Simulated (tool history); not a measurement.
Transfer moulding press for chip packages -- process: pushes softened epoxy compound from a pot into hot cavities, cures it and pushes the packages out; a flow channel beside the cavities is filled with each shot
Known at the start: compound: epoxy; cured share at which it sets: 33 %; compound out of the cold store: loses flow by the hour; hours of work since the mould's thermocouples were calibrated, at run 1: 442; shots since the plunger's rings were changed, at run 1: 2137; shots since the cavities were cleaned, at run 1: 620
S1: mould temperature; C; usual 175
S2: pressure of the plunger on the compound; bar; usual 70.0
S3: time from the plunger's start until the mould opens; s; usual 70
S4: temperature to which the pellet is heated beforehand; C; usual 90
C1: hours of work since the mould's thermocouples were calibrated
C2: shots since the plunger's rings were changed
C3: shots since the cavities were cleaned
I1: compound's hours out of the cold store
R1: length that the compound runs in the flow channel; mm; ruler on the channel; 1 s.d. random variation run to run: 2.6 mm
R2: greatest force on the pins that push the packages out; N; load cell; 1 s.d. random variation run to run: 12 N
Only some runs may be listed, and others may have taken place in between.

run	hour	S1	S2	S3	S4	C1	C2	C3	I1	R1	R2
1	0.0	175	70.0	70	90	442	2137	620	19.9	585	1013
# hour 6.4: cavities cleaned with cleaning compound and waxed
2	24.6	175	70.0	70	90	458	2488	276	38.3	538	790
# hour 52.6: cavities cleaned with cleaning compound and waxed
3	56.1	175	70.0	70	90	478	2943	53	40.1	536	636
4	83.4	175	70.0	70	90	497	3358	468	30.0	551	933
# hour 100.6: cavities cleaned with cleaning compound and waxed
5	105.9	175	70.0	70	90	511	3676	81	45.0	513	663
6	118.9	175	70.0	70	90	520	3874	279	33.6	538	824
7	143.0	175	70.0	70	90	537	4238	643	44.0	515	960
# hour 146.7: cavities cleaned with cleaning compound and waxed
8	159.7	175	70.0	70	96	547	4469	197	27.4	548	739
# hour 171.2: plunger's sealing rings changed
9	179.0	175	70.0	70	96	559	120	453	18.3	596	892
# hour 195.6: cavities cleaned with cleaning compound and waxed
10	197.3	175	70.0	95	90	570	374	25	15.2	604	469
11	221.9	175	70.0	95	90	587	748	399	32.9	557	691
# hour 242.5: cavities cleaned with cleaning compound and waxed
12	251.2	175	70.0	70	90	606	1169	131	24.5	572	719
13	273.6	172	70.0	70	90	621	1509	471	36.3	552	1071
14	286.5	175	70.0	70	90	630	1705	667	36.5	551	990
# hour 289.4: cavities cleaned with cleaning compound and waxed
15	301.0	175	55.9	70	80	639	1903	176	44.8	474	750
16	318.0	169	70.0	70	90	650	2160	433	21.5	593	1271
# hour 336.0: cavities cleaned with cleaning compound and waxed
17	346.5	169	70.0	70	90	669	2569	159	40.7	539	949
18	367.2	175	70.0	71	90	683	2884	474	45.9	520	801

What does the tool deliver on the next run?
# hour 382.7: cavities cleaned with cleaning compound and waxed
19	384.3	175	70.0	71	90	694	3121	25	8.8	?	?

R1: 608 mm
R2: 651 N
On a tool with no hidden condition, and with the same random variation, this run would have come out at R1 632 mm, R2 632 N.
